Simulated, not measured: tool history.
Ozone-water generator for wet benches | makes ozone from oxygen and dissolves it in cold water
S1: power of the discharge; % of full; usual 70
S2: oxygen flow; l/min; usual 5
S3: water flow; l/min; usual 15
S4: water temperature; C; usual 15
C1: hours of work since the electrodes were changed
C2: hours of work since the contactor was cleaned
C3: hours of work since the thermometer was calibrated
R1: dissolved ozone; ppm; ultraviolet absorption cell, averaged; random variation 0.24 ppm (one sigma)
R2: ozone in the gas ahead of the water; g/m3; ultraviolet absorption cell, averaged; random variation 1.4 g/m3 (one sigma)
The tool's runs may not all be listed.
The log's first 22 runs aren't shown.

| run | hour | S1 | S2 | S3 | S4 | C1 | C2 | C3 | R1 | R2 |
|---|---|---|---|---|---|---|---|---|---|---|
| 23 | 1320 | 70 | 5 | 15 | 14 | 1880 | 352 | 2285 | 35.4 | 246 |
| 24 | 1358.6 | 82 | 5 | 20 | 14 | 1907 | 380 | 2312 | 31.6 | 272.3 |
| 25 | 1396.3 | 47 | 6.69 | 9 | 12 | 1934 | 406 | 2339 | 37.5 | 166 |
| 26 | 1434.9 | 47 | 6.69 | 9 | 12 | 1962 | 434 | 2366 | 37.4 | 164.8 |
| 27 | 1517.3 | 70 | 5 | 16 | 23 | 2020 | 492 | 2425 | 29.6 | 244.6 |
| 28 | 1589.2 | 45 | 4.62 | 18 | 7 | 2071 | 543 | 2476 | 25.1 | 188.9 |
| 29 | 1642.1 | 70 | 5.72 | 15 | 15 | 2108 | 581 | 2513 | 34.9 | 229 |
| 30 | 1720.2 | 70 | 8.34 | 15 | 17 | 2164 | 636 | 2569 | 32.7 | 191.9 |
| 31 | 1773.5 | 70 | 5 | 15 | 23 | 2202 | 674 | 2607 | 30.2 | 242 |
| 32 | 1839.2 | 70 | 5 | 15 | 23 | 2248 | 720 | 2653 | 30.1 | 244.2 |

3 ways to go on from here, each from the tool as it stands after run 32. What would each give?
| A | 1878 | 74 | 5 | 14 | 12 | 2276 | 748 | 2681 | ? | ? |
| B | 1878 | 70 | 8.94 | 15 | 23 | 2276 | 748 | 2681 | ? | ? |
| C | 1878 | 70 | 3.83 | 10 | 7 | 2276 | 748 | 2681 | ? | ? |

| run | R1 | R2 |
|---|---|---|
| A | 39.3 | 250.6 |
| B | 29.2 | 186.1 |
| C | 50.7 | 273.6 |
Without the tool's hidden state the same runs would have given:
| run | R1 | R2 |
|---|---|---|
| A | 41.2 | 261.4 |
| B | 30.6 | 193.8 |
| C | 53.1 | 285 |
